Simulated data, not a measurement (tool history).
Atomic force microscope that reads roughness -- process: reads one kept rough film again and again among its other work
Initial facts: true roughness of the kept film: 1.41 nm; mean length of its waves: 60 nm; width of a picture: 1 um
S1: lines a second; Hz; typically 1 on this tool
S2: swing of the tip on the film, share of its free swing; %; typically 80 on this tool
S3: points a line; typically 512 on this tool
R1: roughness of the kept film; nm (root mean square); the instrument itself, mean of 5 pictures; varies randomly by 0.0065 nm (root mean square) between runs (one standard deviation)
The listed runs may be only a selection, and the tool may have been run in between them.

Run 1, hour 0: usual settings. Result: R1 1.28 nm (root mean square).
Run 2, hour 13.6: usual settings but S2 78 %. Result: R1 1.277 nm (root mean square).
Run 3, hour 31.3: usual settings but S2 78 %. Result: R1 1.266 nm (root mean square).
Run 4, hour 41.9: usual settings but S1 1.31 Hz, S2 78 %. Result: R1 1.243 nm (root mean square).
At hour 58.3: new tip fitted.
Run 5, hour 61.5: usual settings but S2 72 %. Result: R1 1.32 nm (root mean square).
Run 6, hour 76.9: usual settings but S2 72 %. Result: R1 1.309 nm (root mean square).
Run 7, hour 99.6: usual settings but S2 75 %. Result: R1 1.288 nm (root mean square).
Run 8, hour 124.2: usual settings but S2 75 %. Result: R1 1.285 nm (root mean square).
At hour 140.2: new tip fitted.
Run 9, hour 143.3: usual settings but S2 79 %. Result: R1 1.292 nm (root mean square).
Run 10, hour 165.7: usual settings but S2 55 %. Result: R1 1.353 nm (root mean square).
Run 11, hour 181.7: usual settings. Result: R1 1.278 nm (root mean square).
Run 12, hour 207.1: usual settings but S1 1.98 Hz. Result: R1 1.169 nm (root mean square).
At hour 223.3: new tip fitted.
Run 13, hour 229.3: usual settings but S1 1.98 Hz, S3 740. Result: R1 1.206 nm (root mean square).
Run 14, hour 242.1: usual settings but S1 1.98 Hz, S3 740. Result: R1 1.2 nm (root mean square).
Run 15, hour 265.2: usual settings but S1 1.98 Hz, S3 740. Result: R1 1.199 nm (root mean square).
Run 16, hour 284.4: usual settings but S1 1.98 Hz, S3 740. Result: R1 1.182 nm (root mean square).
Run 17, hour 299.8: usual settings but S1 1.98 Hz, S3 740. Result: R1 1.181 nm (root mean square).
At hour 306: new tip fitted.
Run 18, hour 321.8: usual settings but S1 1.98 Hz, S3 740. Result: R1 1.204 nm (root mean square).
Run 19, hour 343.1: usual settings but S1 1.98 Hz, S3 740. Result: R1 1.179 nm (root mean square).
Run 20, hour 357.2: usual settings but S1 1.98 Hz, S3 740. Result: R1 1.187 nm (root mean square).
Run 21, hour 381.1: usual settings but S1 0.61 Hz, S2 77 %, S3 281. Result: R1 1.294 nm (root mean square).
At hour 388.7: new tip fitted.
Run 22, hour 402.6: usual settings but S1 0.61 Hz, S2 77 %, S3 281. Result: R1 1.325 nm (root mean square).
Run 23, hour 418.5: usual settings but S2 57 %, S3 368. Result: R1 1.341 nm (root mean square).
Run 24, hour 435.8: usual settings but S1 2.46 Hz, S2 74 %, S3 595. Result: R1 1.198 nm (root mean square).
Run 25, hour 447.6: usual settings but S1 2.46 Hz, S2 74 %, S3 595. Result: R1 1.199 nm (root mean square).
At hour 471.9: new tip fitted.
Run 26, hour 472.7: usual settings but S3 978. Result: R1 1.291 nm (root mean square).
Run 27, hour 497.5: usual settings but S1 1.09 Hz, S2 70 %. Result: R1 1.313 nm (root mean square).
Run 28, hour 509.1: usual settings but S2 76 %. Result: R1 1.284 nm (root mean square).
Run 29, hour 528.5: usual settings but S2 76 %. Result: R1 1.279 nm (root mean square).
Run 30, hour 539.9: usual settings but S2 76 %. Result: R1 1.277 nm (root mean square).
At hour 553.6: new tip fitted.
Run 31, hour 557.7: usual settings but S1 3.18 Hz, S3 778. Result: R1 1.112 nm (root mean square).
Run 32, hour 580.1: usual settings but S1 1.37 Hz, S2 90 %, S3 665. Result: R1 1.177 nm (root mean square).
Run 33, hour 605.5: usual settings but S1 1.37 Hz, S2 90 %, S3 665. Result: R1 1.176 nm (root mean square).
Run 34, hour 616.9: usual settings but S1 2.1 Hz, S2 90 %, S3 262. Result: R1 1.07 nm (root mean square).
Run 35, hour 629.3: usual settings but S1 1.31 Hz, S2 64 %, S3 383. Result: R1 1.31 nm (root mean square).
At hour 636.2: new tip fitted.
Run 36, hour 648.2: usual settings but S1 1.31 Hz, S2 64 %, S3 282. Result: R1 1.334 nm (root mean square).

Branching from run 36: 3 alternative next runs. What would each branch give?
Run A, hour 664.9: usual settings but S1 1.31 Hz, S2 67 %, S3 382. Result: R1 ?.
Run B, hour 664.9: usual settings but S1 1.31 Hz, S2 64 %, S3 358. Result: R1 ?.
Run C, hour 664.9: usual settings but S2 73 %, S3 300. Result: R1 ?.

run     R1
  A  1.323
  B  1.329
  C  1.317
With no hidden state in the tool, these same runs would have given:
run     R1
  A  1.336
  B  1.342
  C   1.33
